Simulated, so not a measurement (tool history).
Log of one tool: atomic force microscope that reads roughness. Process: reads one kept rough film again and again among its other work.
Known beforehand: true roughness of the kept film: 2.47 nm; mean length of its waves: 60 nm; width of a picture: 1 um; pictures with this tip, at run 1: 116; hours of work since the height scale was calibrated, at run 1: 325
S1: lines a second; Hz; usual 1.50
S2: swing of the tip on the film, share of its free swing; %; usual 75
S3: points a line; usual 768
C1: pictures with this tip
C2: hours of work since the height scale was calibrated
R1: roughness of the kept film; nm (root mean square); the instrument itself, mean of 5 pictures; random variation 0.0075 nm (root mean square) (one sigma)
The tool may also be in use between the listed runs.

| run | hour | S1 | S2 | S3 | C1 | C2 | R1 |
|---|---|---|---|---|---|---|---|
| 1 | 0.0 | 1.50 | 75 | 768 | 116 | 325 | 2.120 |
| 2 | 15.1 | 1.50 | 75 | 768 | 130 | 331 | 2.111 |
| 3 | 36.1 | 1.50 | 75 | 768 | 151 | 340 | 2.092 |
| 4 | 53.4 | 1.50 | 75 | 768 | 168 | 347 | 2.079 |
| 5 | 64.3 | 1.50 | 75 | 768 | 179 | 351 | 2.085 |
| 6 | 75.7 | 1.50 | 75 | 768 | 190 | 356 | 2.087 |
| 7 | 90.8 | 1.50 | 75 | 768 | 205 | 362 | 2.075 |
| 8 | 113.1 | 1.50 | 75 | 768 | 226 | 371 | 2.054 |
|  | 116.3 | height scale calibrated on a step standard |
| 9 | 126.2 | 1.50 | 72 | 768 | 238 | 4 | 2.094 |
| 10 | 137.9 | 3.65 | 63 | 768 | 250 | 9 | 2.023 |
| 11 | 157.7 | 0.63 | 75 | 315 | 269 | 17 | 2.171 |
| 12 | 180.9 | 0.63 | 75 | 315 | 292 | 27 | 2.162 |
| 13 | 198.4 | 1.12 | 75 | 768 | 309 | 34 | 2.076 |
|  | 206.7 | height scale calibrated on a step standard, once more |
|  | 218.2 | new tip fitted |
| 14 | 223.3 | 1.20 | 58 | 491 | 5 | 7 | 2.324 |
| 15 | 241.5 | 2.70 | 75 | 396 | 23 | 14 | 1.986 |
| 16 | 251.7 | 1.03 | 84 | 694 | 33 | 18 | 2.136 |
| 17 | 262.6 | 0.57 | 80 | 856 | 43 | 23 | 2.263 |

Difference, measured minus no-hidden-state, one row per run. Run-to-run variation is common to both terms; the gauge's own scatter need not be:
Hidden conditions of the tool in this case: radius of the tip, nm; height scale over the true one, %; drift of the gauge itself on roughness_nm, %.
| run | R1 |
|---|---|
| 1 | -0.051 |
| 2 | -0.057 |
| 3 | -0.065 |
| 4 | -0.073 |
| 5 | -0.078 |
| 6 | -0.082 |
| 7 | -0.089 |
| 8 | -0.099 |
| 9 | -0.104 |
| 10 | -0.107 |
| 11 | -0.123 |
| 12 | -0.133 |
| 13 | -0.136 |
| 14 | -0.001 |
| 15 | -0.010 |
| 16 | -0.015 |
| 17 | -0.021 |

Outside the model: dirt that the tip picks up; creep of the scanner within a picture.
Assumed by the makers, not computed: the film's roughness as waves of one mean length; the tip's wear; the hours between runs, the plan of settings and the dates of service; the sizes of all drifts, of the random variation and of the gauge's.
